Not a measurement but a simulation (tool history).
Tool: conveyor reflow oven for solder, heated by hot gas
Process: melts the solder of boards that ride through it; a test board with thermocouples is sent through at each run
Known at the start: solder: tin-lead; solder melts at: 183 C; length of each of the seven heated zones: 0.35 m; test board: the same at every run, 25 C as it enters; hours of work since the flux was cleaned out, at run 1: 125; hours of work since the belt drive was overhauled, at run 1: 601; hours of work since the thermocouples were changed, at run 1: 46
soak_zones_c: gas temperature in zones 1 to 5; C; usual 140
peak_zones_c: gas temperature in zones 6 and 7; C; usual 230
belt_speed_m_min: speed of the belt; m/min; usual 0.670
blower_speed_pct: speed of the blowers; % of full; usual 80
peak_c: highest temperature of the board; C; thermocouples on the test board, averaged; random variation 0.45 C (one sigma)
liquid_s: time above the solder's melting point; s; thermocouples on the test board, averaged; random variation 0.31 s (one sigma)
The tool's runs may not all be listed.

run	hour	soak_zones_c	peak_zones_c	belt_speed_m_min	blower_speed_pct	hours of work since the flux was cleaned out	hours of work since the belt drive was overhauled	hours of work since the thermocouples were changed	peak_c	liquid_s
1	0.0	140	230	0.670	80	125	601	46	215.7	47.0
2	9.7	140	230	0.670	86	130	605	51	216.2	47.8
3	24.4	140	230	0.670	86	136	612	58	217.4	47.8
4	33.5	140	230	0.670	86	141	616	62	217.0	47.9
5	44.5	140	230	0.566	80	146	621	67	220.4	59.7
6	52.6	140	230	0.566	58	149	625	71	215.5	56.1
7	70.5	140	230	0.670	80	158	633	79	216.4	47.3
8	89.5	140	230	0.670	80	166	642	88	216.0	47.5
9	100.7	140	230	0.670	80	172	647	93	214.5	46.9
10	114.4	140	230	0.670	70	178	654	99	214.7	45.6
11	127.9	150	230	0.670	80	184	660	106	217.9	51.3
12	139.3	150	230	0.670	80	190	665	111	218.0	51.3
13	158.2	140	230	0.542	80	198	674	120	220.8	63.2
14	170.1	150	230	0.542	80	204	679	125	222.4	68.1
15	184.4	150	230	0.542	80	210	686	132	222.6	67.8
16	203.8	140	230	0.670	80	219	695	141	215.1	47.2
17	213.2	140	230	0.670	80	224	699	145	215.5	47.1
18	231.6	140	230	0.663	57	232	708	154	210.1	43.2
19	248.9	140	242	0.695	80	240	716	162	225.3	50.7
20	265.2	152	228	0.606	80	248	724	169	218.0	59.0
21	277.4	143	233	0.799	60	254	729	175	207.8	33.4
# hour 285.8: flux residue cleaned out of gas plates and filters
22	291.5	153	237	0.668	83	3	733	179	224.6	56.2
23	306.6	151	237	0.545	83	10	740	186	229.7	71.2
24	316.7	126	230	0.670	59	14	745	191	207.6	36.2
25	331.0	134	223	0.782	55	21	752	197	196.8	21.1
26	343.3	134	226	0.728	55	27	757	203	202.0	29.3
27	355.5	134	226	0.728	55	32	763	209	201.7	28.9
28	374.9	134	226	0.728	55	41	772	218	202.1	29.4
29	389.7	134	226	0.728	55	48	779	224	201.4	28.8
30	405.7	127	226	0.593	55	56	786	232	207.8	42.4
31	424.2	126	244	0.711	64	64	795	240	219.9	41.6

Hidden state at the last listed run before each entry between runs and at the first one after, where it differs:
Between runs 21 and 22: flux residue cleaned out of gas plates and filters (hour 285.8)
  heat that the gas passes to the board, % of a clean oven's: 99.7 -> 100
